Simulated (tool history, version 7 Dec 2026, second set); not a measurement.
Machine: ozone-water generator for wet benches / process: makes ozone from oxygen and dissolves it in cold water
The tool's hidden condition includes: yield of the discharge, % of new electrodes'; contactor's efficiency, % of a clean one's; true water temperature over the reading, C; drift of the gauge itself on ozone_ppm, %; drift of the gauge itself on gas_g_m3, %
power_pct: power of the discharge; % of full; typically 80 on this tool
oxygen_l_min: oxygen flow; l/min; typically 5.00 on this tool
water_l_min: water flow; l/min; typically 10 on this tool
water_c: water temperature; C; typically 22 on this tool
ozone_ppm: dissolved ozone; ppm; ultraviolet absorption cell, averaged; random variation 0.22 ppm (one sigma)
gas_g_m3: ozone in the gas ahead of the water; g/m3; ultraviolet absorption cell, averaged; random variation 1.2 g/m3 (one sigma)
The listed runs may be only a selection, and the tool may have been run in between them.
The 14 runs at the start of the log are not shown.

| run | hour | power_pct | oxygen_l_min | water_l_min | water_c | hours of work since the electrodes were changed | hours of work since the contactor was cleaned | hours of work since the thermometer was calibrated | ozone_ppm | gas_g_m3 |
|---|---|---|---|---|---|---|---|---|---|---|
| 15 | 1171.8 | 80 | 5.00 | 10 | 22 | 1670 | 3398 | 2927 | 32.6 | 213.1 |
| 16 | 1233.1 | 80 | 5.00 | 10 | 22 | 1726 | 3454 | 2983 | 32.8 | 213.2 |
| 17 | 1319.5 | 65 | 5.24 | 8 | 22 | 1806 | 3534 | 3063 | 31.6 | 181.5 |
| 18 | 1383.9 | 44 | 5.00 | 10 | 22 | 1865 | 3593 | 3122 | 22.3 | 147.3 |
| 19 | 1490.0 | 73 | 6.33 | 10 | 22 | 1963 | 3690 | 3219 | 28.6 | 173.3 |
| 20 | 1566.6 | 99 | 5.00 | 14 | 30 | 2033 | 3761 | 3290 | 26.2 | 247.1 |
| 21 | 1641.6 | 54 | 5.00 | 10 | 22 | 2102 | 3830 | 3359 | 25.1 | 167.5 |
| 22 | 1728.4 | 54 | 5.00 | 14 | 22 | 2182 | 3910 | 3438 | 20.6 | 168.0 |
| 23 | 1785.3 | 54 | 3.71 | 6 | 15 | 2234 | 3962 | 3491 | 41.2 | 202.1 |
| 24 | 1868.2 | 42 | 5.00 | 13 | 22 | 2310 | 4038 | 3567 | 18.6 | 144.3 |
| 25 | 1956.9 | 41 | 5.00 | 10 | 16 | 2392 | 4120 | 3648 | 24.2 | 142.7 |
| 26 | 2043.3 | 41 | 5.00 | 10 | 16 | 2471 | 4199 | 3728 | 24.0 | 141.0 |
| 27 | 2168.0 | 41 | 5.00 | 10 | 16 | 2586 | 4314 | 3842 | 24.1 | 140.0 |
| 28 | 2238.6 | 65 | 3.33 | 12 | 19 | 2651 | 4378 | 3907 | 28.9 | 242.3 |
| 29 | 2306.9 | 65 | 3.33 | 7 | 17 | 2713 | 4441 | 3970 | 42.5 | 246.4 |
| 30 | 2386.6 | 65 | 3.33 | 7 | 17 | 2787 | 4514 | 4043 | 41.9 | 244.4 |
| 31 | 2506.9 | 65 | 4.17 | 7 | 17 | 2897 | 4625 | 4154 | 40.5 | 213.9 |
|  | 2577.1 | gauge calibrated |
| 32 | 2629.0 | 65 | 5.01 | 6 | 15 | 3009 | 4737 | 4266 | 42.0 | 185.0 |

What if the next run were any one of these 3? Each begins from the tool's condition after run 32:
| A | 2690.3 | 65 | 7.29 | 6 | 24 | 3066 | 4794 | 4322 | ? | ? |
| B | 2690.3 | 49 | 5.00 | 10 | 16 | 3066 | 4794 | 4322 | ? | ? |
| C | 2690.3 | 58 | 5.01 | 6 | 15 | 3066 | 4794 | 4322 | ? | ? |

| run | ozone_ppm | gas_g_m3 |
|---|---|---|
| A | 29.5 | 146.2 |
| B | 26.9 | 154.8 |
| C | 39.2 | 171.3 |
Without the tool's hidden state the same runs would have given:
| run | ozone_ppm | gas_g_m3 |
|---|---|---|
| A | 29.5 | 146.1 |
| B | 26.9 | 154.7 |
| C | 39.2 | 171.2 |
